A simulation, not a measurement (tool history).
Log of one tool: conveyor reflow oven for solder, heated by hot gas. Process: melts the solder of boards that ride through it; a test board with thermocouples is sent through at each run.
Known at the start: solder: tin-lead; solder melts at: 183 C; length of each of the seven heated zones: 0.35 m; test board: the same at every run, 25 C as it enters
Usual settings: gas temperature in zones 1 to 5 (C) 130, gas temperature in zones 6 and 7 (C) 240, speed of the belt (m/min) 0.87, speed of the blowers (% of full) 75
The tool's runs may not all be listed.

run	hour	gas temperature in zones 1 to 5 (C)	gas temperature in zones 6 and 7 (C)	speed of the belt (m/min)	speed of the blowers (% of full)	highest temperature of the board (C)	time above the solder's melting point (s)
1	0	130	240	0.87	75	215.6	32.8
2	9.4	130	240	0.87	75	215.6	33
3	21.9	130	240	0.87	63	211.9	30.8
4	35.5	130	240	0.87	63	211.7	30.5
5	49.1	130	240	0.87	75	215.1	32.8
6	62.9	130	250	0.87	75	222.5	36.6
7	76.9	130	250	0.87	75	222.4	36.3
8	85.6	130	240	0.87	77	215.1	32.4
9	92.3	130	240	0.87	75	213.8	32.1
10	102.1	130	240	0.765	75	219	40.1
# hour 112.3: flux residue cleaned out of gas plates and filters
11	114.6	130	240	0.765	75	222.7	42.6
12	124.6	130	240	0.87	75	218.3	35.2
13	138.9	130	240	0.87	52	211.2	30.6
14	151.3	130	240	0.87	75	218.2	35
15	165.1	130	240	0.87	75	218.2	34.5
16	171.6	130	240	0.87	75	218.3	35.1
17	178.7	139	234	0.992	75	210.7	28
18	187	142	244	0.931	89	223.5	37.7
19	194.5	142	244	0.931	89	223.9	37.3
20	209.8	142	244	0.931	89	224.2	37.6
21	218.3	139	240	0.87	76	219.8	37.2
22	232.2	130	244	0.87	55	214.9	32.4
# hour 237.4: thermocouples of zones 6 and 7 changed
23	241.7	127	244	0.87	57	215.5	32.3
24	254.7	132	249	0.737	54	226.9	46.1
25	261.5	132	249	0.737	54	226.7	46.1
26	275.2	134	249	0.805	54	223.7	40.8
27	282.3	130	240	1	75	212.1	26.6
28	294.8	134	233	1	75	207.3	25.3
29	310.2	134	233	1	75	207.9	24.7
30	319.9	122	236	0.87	75	212.4	30

Forecast each of these 3 alternatives for the next run:
A	335.4	124	240	0.87	75	?	?
B	335.4	122	232	0.87	75	?	?
C	335.4	130	240	0.87	51	?	?

run	highest temperature of the board (C)	time above the solder's melting point (s)
A	215.7	32.3
B	209	28.1
C	209.7	29.5
Without the tool's hidden state the same runs would have given:
run	highest temperature of the board (C)	time above the solder's melting point (s)
A	218.9	33.8
B	212.1	30
C	212.4	31.1

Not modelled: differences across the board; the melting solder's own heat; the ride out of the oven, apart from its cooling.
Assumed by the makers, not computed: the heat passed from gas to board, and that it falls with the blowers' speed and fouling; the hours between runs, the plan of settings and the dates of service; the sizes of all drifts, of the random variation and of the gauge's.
